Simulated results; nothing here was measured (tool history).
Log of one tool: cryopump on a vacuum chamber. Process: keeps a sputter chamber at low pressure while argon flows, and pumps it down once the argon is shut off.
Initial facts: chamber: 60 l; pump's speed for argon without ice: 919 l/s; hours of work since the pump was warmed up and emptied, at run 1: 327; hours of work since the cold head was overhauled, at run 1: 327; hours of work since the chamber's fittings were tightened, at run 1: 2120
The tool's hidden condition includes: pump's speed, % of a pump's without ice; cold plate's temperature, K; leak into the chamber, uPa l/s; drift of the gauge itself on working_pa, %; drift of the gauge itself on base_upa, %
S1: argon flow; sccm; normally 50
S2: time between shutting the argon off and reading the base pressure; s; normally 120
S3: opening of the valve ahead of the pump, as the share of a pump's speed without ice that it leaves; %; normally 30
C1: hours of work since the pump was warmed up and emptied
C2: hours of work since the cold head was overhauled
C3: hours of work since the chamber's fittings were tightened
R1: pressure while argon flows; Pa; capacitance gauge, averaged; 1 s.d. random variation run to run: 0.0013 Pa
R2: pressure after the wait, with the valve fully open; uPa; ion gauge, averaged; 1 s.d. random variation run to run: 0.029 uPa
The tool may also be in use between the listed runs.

| run | hour | S1 | S2 | S3 | C1 | C2 | C3 | R1 | R2 |
|---|---|---|---|---|---|---|---|---|---|
| 1 | 0.0 | 50 | 120 | 30 | 327 | 327 | 2120 | 0.3135 | 5.04 |
| 2 | 10.6 | 50 | 183 | 30 | 336 | 336 | 2129 | 0.3153 | 4.37 |
| 3 | 23.2 | 50 | 183 | 30 | 347 | 347 | 2140 | 0.3125 | 4.58 |
| 4 | 31.5 | 50 | 120 | 30 | 354 | 354 | 2147 | 0.3143 | 4.92 |
| 5 | 46.1 | 50 | 120 | 30 | 367 | 367 | 2159 | 0.3169 | 4.87 |
| 6 | 62.0 | 50 | 120 | 30 | 380 | 380 | 2173 | 0.3150 | 5.07 |
| 7 | 69.0 | 50 | 120 | 30 | 386 | 386 | 2179 | 0.3164 | 4.94 |
| 8 | 76.9 | 50 | 120 | 30 | 393 | 393 | 2186 | 0.3143 | 5.02 |
| 9 | 92.3 | 50 | 120 | 30 | 406 | 406 | 2199 | 0.3139 | 5.14 |
| 10 | 99.3 | 50 | 120 | 35 | 413 | 413 | 2205 | 0.2725 | 5.09 |
| 11 | 109.2 | 50 | 120 | 35 | 421 | 421 | 2214 | 0.2722 | 5.21 |
| 12 | 123.5 | 50 | 120 | 35 | 433 | 433 | 2226 | 0.2732 | 5.01 |
| 13 | 137.6 | 50 | 120 | 30 | 445 | 445 | 2238 | 0.3178 | 5.11 |
| 14 | 146.0 | 50 | 120 | 30 | 453 | 453 | 2246 | 0.3198 | 5.30 |
| 15 | 159.5 | 50 | 120 | 30 | 464 | 464 | 2257 | 0.3179 | 5.36 |
| 16 | 176.4 | 50 | 120 | 30 | 479 | 479 | 2272 | 0.3183 | 5.25 |
| 17 | 189.0 | 91 | 120 | 30 | 490 | 490 | 2283 | 0.5824 | 5.32 |
| 18 | 198.8 | 91 | 54 | 35 | 498 | 498 | 2291 | 0.4978 | 6.36 |
| 19 | 215.0 | 91 | 54 | 35 | 512 | 512 | 2305 | 0.5012 | 6.62 |
| 20 | 225.7 | 77 | 120 | 30 | 522 | 522 | 2314 | 0.4924 | 5.35 |
| 21 | 242.6 | 35 | 120 | 30 | 536 | 536 | 2329 | 0.2246 | 5.51 |
| 22 | 259.1 | 59 | 37 | 22 | 550 | 550 | 2343 | 0.5098 | 7.59 |
| 23 | 273.8 | 67 | 37 | 22 | 563 | 563 | 2356 | 0.5786 | 7.95 |
| 24 | 283.3 | 67 | 37 | 22 | 571 | 571 | 2364 | 0.5822 | 7.73 |
| 25 | 293.9 | 67 | 37 | 22 | 580 | 580 | 2373 | 0.5776 | 7.96 |
| 26 | 304.6 | 55 | 127 | 58 | 590 | 590 | 2382 | 0.1930 | 5.42 |
| 27 | 312.9 | 81 | 120 | 24 | 597 | 597 | 2390 | 0.6434 | 5.50 |
| 28 | 323.1 | 81 | 120 | 24 | 606 | 606 | 2398 | 0.6421 | 5.79 |
| 29 | 331.7 | 28 | 120 | 34 | 613 | 613 | 2406 | 0.1595 | 5.63 |
| 30 | 345.0 | 28 | 120 | 34 | 625 | 625 | 2417 | 0.1602 | 5.77 |
| 31 | 360.5 | 28 | 120 | 34 | 638 | 638 | 2431 | 0.1602 | 5.77 |
| 32 | 369.6 | 28 | 120 | 34 | 646 | 646 | 2439 | 0.1619 | 5.83 |
| 33 | 381.6 | 41 | 180 | 40 | 656 | 656 | 2449 | 0.2008 | 5.41 |
| 34 | 396.3 | 61 | 180 | 21 | 669 | 669 | 2462 | 0.5558 | 5.51 |

Measured result minus the same run's result without the hidden state. Both carry the same run-to-run variation, though not necessarily the same gauge scatter:
| run | R1 | R2 |
|---|---|---|
| 1 | +0.0076 | +3.60 |
| 2 | +0.0079 | +3.41 |
| 3 | +0.0082 | +3.57 |
| 4 | +0.0083 | +3.57 |
| 5 | +0.0087 | +3.55 |
| 6 | +0.0090 | +3.68 |
| 7 | +0.0092 | +3.62 |
| 8 | +0.0094 | +3.66 |
| 9 | +0.0097 | +3.77 |
| 10 | +0.0099 | +3.73 |
| 11 | +0.0101 | +3.80 |
| 12 | +0.0105 | +3.68 |
| 13 | +0.0108 | +3.74 |
| 14 | +0.0111 | +3.89 |
| 15 | +0.0113 | +3.96 |
| 16 | +0.0117 | +3.89 |
| 17 | +0.0219 | +3.96 |
| 18 | +0.0221 | +3.84 |
| 19 | +0.0229 | +4.02 |
| 20 | +0.0198 | +4.03 |
| 21 | +0.0093 | +4.13 |
| 22 | +0.0162 | +4.03 |
| 23 | +0.0189 | +4.23 |
| 24 | +0.0193 | +4.12 |
| 25 | +0.0194 | +4.25 |
| 26 | +0.0163 | +4.14 |
| 27 | +0.0242 | +4.17 |
| 28 | +0.0246 | +4.38 |
| 29 | +0.0087 | +4.29 |
| 30 | +0.0088 | +4.41 |
| 31 | +0.0091 | +4.42 |
| 32 | +0.0093 | +4.44 |
| 33 | +0.0138 | +4.38 |
| 34 | +0.0210 | +4.51 |
